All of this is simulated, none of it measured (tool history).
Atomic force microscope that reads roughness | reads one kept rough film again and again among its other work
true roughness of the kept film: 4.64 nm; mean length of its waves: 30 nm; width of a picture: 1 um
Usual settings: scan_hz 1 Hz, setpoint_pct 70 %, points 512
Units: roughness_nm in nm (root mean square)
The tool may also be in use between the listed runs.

| run | hour | scan_hz | setpoint_pct | points | roughness_nm |
|---|---|---|---|---|---|
| 1 | 0 | 1 | 70 | 512 | 3.793 |
| 2 | 7.7 | 1 | 70 | 512 | 3.803 |
| 3 | 15.1 | 1 | 70 | 512 | 3.785 |
| 4 | 24.8 | 0.68 | 70 | 512 | 3.878 |
| 5 | 31.1 | 1 | 70 | 310 | 3.77 |
| 6 | 38.7 | 1 | 70 | 310 | 3.746 |
| 7 | 51.4 | 1 | 70 | 310 | 3.763 |
| 8 | 61.7 | 1 | 70 | 310 | 3.758 |
| 9 | 71.3 | 1 | 89 | 512 | 3.442 |
| 10 | 80.5 | 1 | 89 | 512 | 3.426 |
| 11 | 86.9 | 1 | 70 | 512 | 3.791 |
| 12 | 98.1 | 1 | 70 | 512 | 3.772 |
| 13 | 110.4 | 1 | 70 | 512 | 3.771 |
| 14 | 121.2 | 1 | 70 | 512 | 3.792 |
| 15 | 130.9 | 1 | 70 | 512 | 3.769 |
|  | 142.4 | new tip fitted |
| 16 | 142.4 | 1 | 70 | 512 | 3.813 |
| 17 | 153.2 | 1 | 70 | 512 | 3.802 |
| 18 | 162.8 | 1 | 70 | 512 | 3.781 |
| 19 | 169 | 1 | 70 | 512 | 3.826 |
| 20 | 181.6 | 1 | 70 | 512 | 3.801 |
| 21 | 192.7 | 1.16 | 70 | 512 | 3.772 |
| 22 | 200.1 | 2.16 | 70 | 512 | 3.547 |
| 23 | 212.9 | 2.16 | 70 | 512 | 3.534 |
| 24 | 223.7 | 2.16 | 70 | 430 | 3.527 |
| 25 | 230.1 | 2.16 | 70 | 430 | 3.534 |
| 26 | 238.7 | 2.16 | 70 | 430 | 3.524 |
| 27 | 249.5 | 2.16 | 70 | 430 | 3.524 |
| 28 | 260.3 | 1 | 69 | 292 | 3.749 |
| 29 | 268.6 | 2.32 | 58 | 899 | 3.755 |
| 30 | 274.8 | 2 | 70 | 512 | 3.579 |
| 31 | 284.2 | 0.81 | 70 | 473 | 3.828 |
| 32 | 295.3 | 3.72 | 70 | 823 | 3.235 |
| 33 | 302 | 3.72 | 70 | 711 | 3.25 |
|  | 306.5 | new tip fitted |
| 34 | 310.9 | 3.72 | 70 | 711 | 3.259 |
| 35 | 324 | 3.72 | 70 | 711 | 3.271 |
| 36 | 335.3 | 3.08 | 70 | 711 | 3.358 |
| 37 | 348.3 | 3.08 | 70 | 711 | 3.358 |
| 38 | 356.9 | 1.94 | 88 | 302 | 3.028 |
| 39 | 364.4 | 1.94 | 88 | 302 | 3.039 |
| 40 | 370.3 | 1.94 | 88 | 302 | 3.061 |
| 41 | 381.4 | 1.36 | 63 | 353 | 3.8 |
| 42 | 391.8 | 3.57 | 57 | 694 | 3.706 |
| 43 | 404.3 | 3.57 | 57 | 694 | 3.67 |
| 44 | 416.7 | 1 | 78 | 420 | 3.651 |
| 45 | 424.5 | 1 | 78 | 420 | 3.644 |
| 46 | 429.9 | 1.23 | 61 | 512 | 3.842 |
| 47 | 441 | 1.23 | 61 | 512 | 3.858 |
| 48 | 449.4 | 1.23 | 61 | 512 | 3.839 |
| 49 | 458.6 | 1.23 | 61 | 512 | 3.834 |
| 50 | 468.8 | 0.63 | 61 | 512 | 3.925 |
|  | 470 | new tip fitted |
| 51 | 480.2 | 0.63 | 61 | 512 | 3.944 |
| 52 | 490.1 | 1 | 73 | 409 | 3.747 |
| 53 | 496.6 | 0.5 | 66 | 371 | 3.928 |
| 54 | 507.6 | 1.25 | 72 | 474 | 3.69 |

Measured less the same run without the tool's hidden state. The same run-to-run variation is in both; the gauge's scatter may not be:
The hidden state here: radius of the tip, nm; height scale over the true one, %; drift of the gauge itself on roughness_nm, %.
| run | roughness_nm |
|---|---|
| 1 | -0.003 |
| 2 | -0.004 |
| 3 | -0.005 |
| 4 | -0.005 |
| 5 | -0.007 |
| 6 | -0.007 |
| 7 | -0.009 |
| 8 | -0.009 |
| 9 | -0.009 |
| 10 | -0.01 |
| 11 | -0.012 |
| 12 | -0.013 |
| 13 | -0.015 |
| 14 | -0.016 |
| 15 | -0.017 |
| 16 | +0 |
| 17 | -0.001 |
| 18 | -0.002 |
| 19 | -0.003 |
| 20 | -0.004 |
| 21 | -0.005 |
| 22 | -0.005 |
| 23 | -0.007 |
| 24 | -0.008 |
| 25 | -0.008 |
| 26 | -0.009 |
| 27 | -0.01 |
| 28 | -0.012 |
| 29 | -0.013 |
| 30 | -0.013 |
| 31 | -0.015 |
| 32 | -0.014 |
| 33 | -0.014 |
| 34 | -0.001 |
| 35 | -0.002 |
| 36 | -0.003 |
| 37 | -0.004 |
| 38 | -0.004 |
| 39 | -0.005 |
| 40 | -0.005 |
| 41 | -0.008 |
| 42 | -0.009 |
| 43 | -0.01 |
| 44 | -0.012 |
| 45 | -0.012 |
| 46 | -0.013 |
| 47 | -0.015 |
| 48 | -0.015 |
| 49 | -0.016 |
| 50 | -0.017 |
| 51 | -0.002 |
| 52 | -0.003 |
| 53 | -0.003 |
| 54 | -0.004 |
